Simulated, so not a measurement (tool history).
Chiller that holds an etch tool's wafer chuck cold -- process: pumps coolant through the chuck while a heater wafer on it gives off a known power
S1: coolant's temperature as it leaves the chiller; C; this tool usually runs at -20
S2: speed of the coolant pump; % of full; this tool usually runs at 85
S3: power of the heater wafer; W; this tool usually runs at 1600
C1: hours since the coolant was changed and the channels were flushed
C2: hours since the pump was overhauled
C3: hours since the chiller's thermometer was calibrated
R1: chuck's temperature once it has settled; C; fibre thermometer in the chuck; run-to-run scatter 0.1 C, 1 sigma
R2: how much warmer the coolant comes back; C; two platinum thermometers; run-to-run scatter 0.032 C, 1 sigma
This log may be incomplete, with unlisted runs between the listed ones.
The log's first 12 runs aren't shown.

run    hour   S1  S2    S3    C1    C2    C3     R1    R2
 13   658.6  -20  64  1600  3425   735  1370    5.1  4.96
 14   695.1  -20  85  2302  3462   771  1406    9.6  5.38
 15   751.4  -20  85  2302  3518   828  1463    9.4  5.37
 16   828.7  -20  85  2302  3596   905  1540    9.6  5.27
 17   879.5  -20  85  2302  3646   956  1591    9.6  5.37
 18   940.5  -25  83  1600  3707  1017  1652   -4.1  3.81
 19   977.7  -24  85   936  3745  1054  1689  -11.9  2.18
 20  1052.9  -13  73  1659  3820  1129  1764   11.1  4.52
 21  1084.6  -13  99  1659  3852  1161  1796    6.4  3.37
 22  1158.4  -23  85  1600  3925  1235  1870   -2.2  3.73
     1168.4  -- coolant pump overhauled
 23  1202.5  -19  66  1032  3964    34  1909   -2.8  3.11
 24  1235.2  -15  65   991  3997    67  1942    0.9  3.09
 25  1269.2  -11  79   810  4031   101  1976    0.3  2.10
 26  1328.6  -20  85  1065  4090   160  2035   -6.0  2.59
 27  1379.9  -20  64  1600  4142   212  2086    5.9  5.01
 28  1420.3  -20  64  1600  4182   252  2127    6.1  5.07
 29  1478.4  -14  91   881  4240   310  2185   -3.1  1.97
 30  1542.7  -14  91   881  4305   374  2249   -2.9  1.98
 31  1601.7  -27  87   898  4364   433  2308  -15.4  2.02

Below are 3 alternative next runs, each starting from the tool's condition after run 31. Predict each:
     1617.4  -- coolant pump overhauled, once more
  A  1643.3  -20  96  1941  4400  26  2345   ?   ?
     1617.4  -- coolant pump overhauled, once more
  B  1643.3  -20  85  1203  4400  26  2345   ?   ?
     1617.4  -- coolant pump overhauled, once more
  C  1643.3  -15  87   898  4400  26  2345   ?   ?

run    R1    R2
  A   2.9  4.02
  B  -4.4  2.73
  C  -3.6  2.07
With the hidden condition removed and each run's random variation left untouched, the same runs would have given:
run    R1    R2
  A   0.5  3.96
  B  -5.9  2.69
  C  -4.8  2.04
